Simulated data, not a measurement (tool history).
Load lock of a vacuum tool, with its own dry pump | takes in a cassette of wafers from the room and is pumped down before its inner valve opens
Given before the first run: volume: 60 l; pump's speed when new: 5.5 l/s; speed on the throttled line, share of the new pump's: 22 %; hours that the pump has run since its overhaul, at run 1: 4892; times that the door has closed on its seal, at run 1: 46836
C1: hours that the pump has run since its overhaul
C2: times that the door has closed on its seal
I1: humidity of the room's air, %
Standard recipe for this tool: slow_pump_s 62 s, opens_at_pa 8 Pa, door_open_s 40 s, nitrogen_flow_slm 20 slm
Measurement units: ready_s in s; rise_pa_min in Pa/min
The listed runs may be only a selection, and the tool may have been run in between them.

run 1 hour=0 | slow_pump_s=62 opens_at_pa=8 door_open_s=40 nitrogen_flow_slm=20 | C1=4892 C2=46836 | I1=46 | ready_s=156.4 rise_pa_min=0.283
run 2 hour=93.3 | slow_pump_s=62 opens_at_pa=14 door_open_s=40 nitrogen_flow_slm=20 | C1=4985 C2=47208 | I1=45.4 | ready_s=149.8 rise_pa_min=0.279
run 3 hour=151.8 | slow_pump_s=62 opens_at_pa=14 door_open_s=40 nitrogen_flow_slm=20 | C1=5044 C2=47441 | I1=46.1 | ready_s=151.7 rise_pa_min=0.287
run 4 hour=257.3 | slow_pump_s=62 opens_at_pa=8 door_open_s=37 nitrogen_flow_slm=20 | C1=5149 C2=47861 | I1=45.8 | ready_s=156.8 rise_pa_min=0.289
run 5 hour=353 | slow_pump_s=62 opens_at_pa=8 door_open_s=37 nitrogen_flow_slm=20 | C1=5245 C2=48242 | I1=45.9 | ready_s=157.8 rise_pa_min=0.293
run 6 hour=420.7 | slow_pump_s=62 opens_at_pa=8 door_open_s=37 nitrogen_flow_slm=20 | C1=5313 C2=48512 | I1=48.3 | ready_s=154.5 rise_pa_min=0.29
run 7 hour=527.2 | slow_pump_s=62 opens_at_pa=8 door_open_s=37 nitrogen_flow_slm=20 | C1=5419 C2=48936 | I1=45.4 | ready_s=155.9 rise_pa_min=0.302
run 8 hour=615 | slow_pump_s=62 opens_at_pa=8 door_open_s=37 nitrogen_flow_slm=20 | C1=5507 C2=49286 | I1=49.3 | ready_s=156.5 rise_pa_min=0.304
run 9 hour=745.2 | slow_pump_s=62 opens_at_pa=8 door_open_s=37 nitrogen_flow_slm=20 | C1=5637 C2=49804 | I1=44.8 | ready_s=156.8 rise_pa_min=0.312
run 10 hour=876.3 | slow_pump_s=62 opens_at_pa=8 door_open_s=37 nitrogen_flow_slm=20 | C1=5768 C2=50327 | I1=45 | ready_s=155.3 rise_pa_min=0.313
run 11 hour=956.9 | slow_pump_s=62 opens_at_pa=8 door_open_s=37 nitrogen_flow_slm=20 | C1=5849 C2=50648 | I1=44.7 | ready_s=155.2 rise_pa_min=0.317
run 12 hour=1091.9 | slow_pump_s=62 opens_at_pa=8 door_open_s=40 nitrogen_flow_slm=20 | C1=5984 C2=51185 | I1=43 | ready_s=156.5 rise_pa_min=0.32
run 13 hour=1161.5 | slow_pump_s=62 opens_at_pa=8 door_open_s=40 nitrogen_flow_slm=20 | C1=6054 C2=51463 | I1=44 | ready_s=157.6 rise_pa_min=0.317
run 14 hour=1235.7 | slow_pump_s=62 opens_at_pa=8 door_open_s=40 nitrogen_flow_slm=20 | C1=6128 C2=51758 | I1=47.1 | ready_s=155.6 rise_pa_min=0.325
run 15 hour=1374.8 | slow_pump_s=62 opens_at_pa=8 door_open_s=40 nitrogen_flow_slm=4 | C1=6267 C2=52312 | I1=45 | ready_s=157.2 rise_pa_min=0.342
run 16 hour=1513.8 | slow_pump_s=62 opens_at_pa=8 door_open_s=40 nitrogen_flow_slm=4 | C1=6406 C2=52865 | I1=43.9 | ready_s=156.7 rise_pa_min=0.34
run 17 hour=1641.8 | slow_pump_s=62 opens_at_pa=8 door_open_s=40 nitrogen_flow_slm=4 | C1=6534 C2=53375 | I1=44.5 | ready_s=158.3 rise_pa_min=0.347
run 18 hour=1754 | slow_pump_s=62 opens_at_pa=8 door_open_s=40 nitrogen_flow_slm=4 | C1=6646 C2=53822 | I1=45.7 | ready_s=158.3 rise_pa_min=0.357
run 19 hour=1858.7 | slow_pump_s=62 opens_at_pa=8 door_open_s=40 nitrogen_flow_slm=4 | C1=6751 C2=54239 | I1=46 | ready_s=155.8 rise_pa_min=0.358
run 20 hour=1946.5 | slow_pump_s=37 opens_at_pa=11 door_open_s=40 nitrogen_flow_slm=20 | C1=6839 C2=54589 | I1=45.4 | ready_s=134.1 rise_pa_min=0.353
run 21 hour=2028.7 | slow_pump_s=62 opens_at_pa=8 door_open_s=153 nitrogen_flow_slm=20 | C1=6921 C2=54916 | I1=46.1 | ready_s=157 rise_pa_min=0.364
run 22 hour=2147.9 | slow_pump_s=90 opens_at_pa=8 door_open_s=157 nitrogen_flow_slm=9 | C1=7040 C2=55391 | I1=47.3 | ready_s=179.2 rise_pa_min=0.374
run 23 hour=2228.7 | slow_pump_s=90 opens_at_pa=8 door_open_s=157 nitrogen_flow_slm=9 | C1=7121 C2=55713 | I1=45.8 | ready_s=178 rise_pa_min=0.39
run 24 hour=2353.7 | slow_pump_s=90 opens_at_pa=8 door_open_s=157 nitrogen_flow_slm=9 | C1=7246 C2=56211 | I1=49.3 | ready_s=180.2 rise_pa_min=0.399
run 25 hour=2417.3 | slow_pump_s=90 opens_at_pa=8 door_open_s=157 nitrogen_flow_slm=9 | C1=7309 C2=56464 | I1=42.7 | ready_s=178.3 rise_pa_min=0.382
run 26 hour=2485 | slow_pump_s=39 opens_at_pa=7 door_open_s=210 nitrogen_flow_slm=6 | C1=7377 C2=56734 | I1=43.3 | ready_s=141.4 rise_pa_min=0.401
run 27 hour=2604.3 | slow_pump_s=39 opens_at_pa=7 door_open_s=210 nitrogen_flow_slm=6 | C1=7496 C2=57209 | I1=45.4 | ready_s=142.5 rise_pa_min=0.407
run 28 hour=2684.8 | slow_pump_s=39 opens_at_pa=7 door_open_s=210 nitrogen_flow_slm=6 | C1=7577 C2=57529 | I1=46.5 | ready_s=141 rise_pa_min=0.41
run 29 hour=2803.4 | slow_pump_s=62 opens_at_pa=8 door_open_s=45 nitrogen_flow_slm=20 | C1=7695 C2=58002 | I1=44.7 | ready_s=156.7 rise_pa_min=0.388
run 30 hour=2908.7 | slow_pump_s=62 opens_at_pa=8 door_open_s=231 nitrogen_flow_slm=14 | C1=7801 C2=58421 | I1=42.3 | ready_s=158.5 rise_pa_min=0.416
run 31 hour=3007.6 | slow_pump_s=92 opens_at_pa=8 door_open_s=40 nitrogen_flow_slm=20 | C1=7900 C2=58815 | I1=47.5 | ready_s=181.1 rise_pa_min=0.393
run 32 hour=3142.1 | slow_pump_s=34 opens_at_pa=8 door_open_s=40 nitrogen_flow_slm=20 | C1=8034 C2=59351 | I1=46.4 | ready_s=134.9 rise_pa_min=0.414
run 33 hour=3235.1 | slow_pump_s=34 opens_at_pa=8 door_open_s=40 nitrogen_flow_slm=20 | C1=8127 C2=59721 | I1=44 | ready_s=134.9 rise_pa_min=0.409
run 34 hour=3372.5 | slow_pump_s=76 opens_at_pa=8 door_open_s=165 nitrogen_flow_slm=9 | C1=8265 C2=60268 | I1=46.4 | ready_s=168.2 rise_pa_min=0.433
run 35 hour=3460.7 | slow_pump_s=76 opens_at_pa=8 door_open_s=165 nitrogen_flow_slm=9 | C1=8353 C2=60620 | I1=44.7 | ready_s=169.4 rise_pa_min=0.433
run 36 hour=3566.9 | slow_pump_s=53 opens_at_pa=10 door_open_s=40 nitrogen_flow_slm=20 | C1=8459 C2=61043 | I1=44.2 | ready_s=148.6 rise_pa_min=0.418

Here are 5 independent what-if runs from the current tool condition. What would each one return?
run A hour=3698.3 | slow_pump_s=38 opens_at_pa=8 door_open_s=40 nitrogen_flow_slm=20 | C1=8590 C2=61566 | I1=42.8 | ready_s=? rise_pa_min=?
run B hour=3698.3 | slow_pump_s=115 opens_at_pa=10 door_open_s=40 nitrogen_flow_slm=20 | C1=8590 C2=61566 | I1=46.1 | ready_s=? rise_pa_min=?
run C hour=3698.3 | slow_pump_s=55 opens_at_pa=8 door_open_s=140 nitrogen_flow_slm=16 | C1=8590 C2=61566 | I1=46 | ready_s=? rise_pa_min=?
run D hour=3698.3 | slow_pump_s=62 opens_at_pa=8 door_open_s=85 nitrogen_flow_slm=20 | C1=8590 C2=61566 | I1=45 | ready_s=? rise_pa_min=?
run E hour=3698.3 | slow_pump_s=114 opens_at_pa=15 door_open_s=40 nitrogen_flow_slm=20 | C1=8590 C2=61566 | I1=42.7 | ready_s=? rise_pa_min=?

run=A ready_s=139.4 rise_pa_min=0.421
run=B ready_s=198.7 rise_pa_min=0.437
run=C ready_s=153.2 rise_pa_min=0.45
run=D ready_s=157.4 rise_pa_min=0.426
run=E ready_s=191.3 rise_pa_min=0.426
The same runs, with their run-to-run variation unchanged, on a tool lacking any hidden condition would have given:
run=A ready_s=132.9 rise_pa_min=0.006
run=B ready_s=193.4 rise_pa_min=0.014
run=C ready_s=147.2 rise_pa_min=0.022
run=D ready_s=151.5 rise_pa_min=0.012
run=E ready_s=186.6 rise_pa_min=0.011
